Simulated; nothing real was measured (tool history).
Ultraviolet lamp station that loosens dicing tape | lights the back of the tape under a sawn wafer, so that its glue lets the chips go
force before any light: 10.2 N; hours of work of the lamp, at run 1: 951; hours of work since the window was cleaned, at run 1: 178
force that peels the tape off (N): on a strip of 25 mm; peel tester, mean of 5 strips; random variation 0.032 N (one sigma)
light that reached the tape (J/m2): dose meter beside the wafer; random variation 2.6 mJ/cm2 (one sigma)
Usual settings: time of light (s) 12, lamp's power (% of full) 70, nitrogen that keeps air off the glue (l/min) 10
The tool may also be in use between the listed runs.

run	hour	time of light (s)	lamp's power (% of full)	nitrogen that keeps air off the glue (l/min)	hours of work of the lamp	hours of work since the window was cleaned	force that peels the tape off (N)	light that reached the tape (J/m2)
1	0.0	12	70	10	951	178	2.361	2620
2	48.4	12	70	10	977	204	2.344	2540
3	97.7	12	70	10	1003	230	2.545	2520
4	128.1	12	70	10	1019	247	2.428	2470
5	166.0	9	70	10	1039	267	3.463	1830
6	213.4	9	70	10	1064	292	3.522	1820
7	281.1	12	88	10	1101	328	1.913	3000
8	322.2	12	88	10	1122	350	1.948	2890
9	388.2	12	70	10	1158	385	2.805	2360
10	436.8	12	70	10	1184	411	2.821	2260
11	477.1	12	70	10	1205	432	2.742	2260
12	516.8	12	65	10	1226	454	3.171	2100
13	570.1	12	65	10	1254	482	3.243	2020
14	601.4	12	65	10	1271	499	3.164	2020
15	664.0	12	65	10	1304	532	3.352	1940
# hour 708.8: window cleaned of glue's vapour
16	719.8	12	65	10	1334	6	2.807	2280
17	787.8	12	65	4	1370	42	4.247	2260
18	815.3	12	70	10	1385	57	2.603	2410
19	865.5	12	70	10	1412	83	2.629	2380
20	893.3	12	70	10	1426	98	2.563	2340
21	942.6	12	70	17	1453	125	2.129	2330
22	980.6	12	83	10	1473	145	2.176	2730
23	1038.3	11	93	7	1504	176	2.605	2770
# hour 1085.2: lamp changed
24	1095.4	11	93	7	5	205	1.581	3810
25	1123.9	16	63	11	21	221	1.219	3690
26	1172.5	13	70	7	47	247	1.989	3280
27	1213.0	13	79	3	68	268	2.710	3660
28	1253.0	13	79	3	89	289	2.810	3690
29	1302.3	14	81	9	116	316	1.248	3950
30	1348.8	13	91	13	140	340	0.882	4100
31	1399.0	13	91	13	167	367	0.909	4010
32	1454.0	8	66	4	196	396	5.012	1810
33	1510.3	8	66	3	226	426	5.414	1750
34	1558.5	22	70	10	252	452	0.678	5050
35	1595.9	22	93	10	272	472	0.393	6550
36	1642.4	12	74	4	297	497	3.245	2850
37	1704.8	13	87	15	330	530	1.068	3530
# hour 1757.2: window cleaned of glue's vapour
38	1761.6	14	87	5	360	2	1.511	4470
39	1818.8	9	84	5	391	33	3.047	2780
40	1884.2	12	79	17	425	68	1.058	3370
41	1929.7	12	79	17	450	92	1.110	3280
42	1989.7	12	62	3	482	124	4.106	2570

Some steps in force that peels the tape off (N) between neighbouring runs. How much of each would the tool show without its hidden state too (settings, what came in, random variation), and how much is left for the hidden state, with any gauge scatter that isn't in both results?
The hidden state here: lamp's light, % of a new lamp's; light that the window lets through, % of a clean one's; drift of the gauge itself on peel_n, %; drift of the gauge itself on dose_mj_cm2, %.
Run 15 -> 16: window cleaned of glue's vapour. force that peels the tape off (N) -0.545: hidden state -0.560, all else +0.015.
Run 23 -> 24: lamp changed. force that peels the tape off (N) -1.024: hidden state -0.995, all else -0.029.
Run 31 -> 32: time of light (s) 13 -> 8, lamp's power (% of full) 91 -> 66, nitrogen that keeps air off the glue (l/min) 13 -> 4. force that peels the tape off (N) +4.103: hidden state +0.349, all else +3.754.
Run 33 -> 34: time of light (s) 8 -> 22, lamp's power (% of full) 66 -> 70, nitrogen that keeps air off the glue (l/min) 3 -> 10. force that peels the tape off (N) -4.736: hidden state -0.395, all else -4.341.
Run 35 -> 36: time of light (s) 22 -> 12, lamp's power (% of full) 93 -> 74, nitrogen that keeps air off the glue (l/min) 10 -> 4. force that peels the tape off (N) +2.852: hidden state +0.648, all else +2.204.
Run 41 -> 42: lamp's power (% of full) 79 -> 62, nitrogen that keeps air off the glue (l/min) 17 -> 3. force that peels the tape off (N) +2.996: hidden state +0.256, all else +2.740.
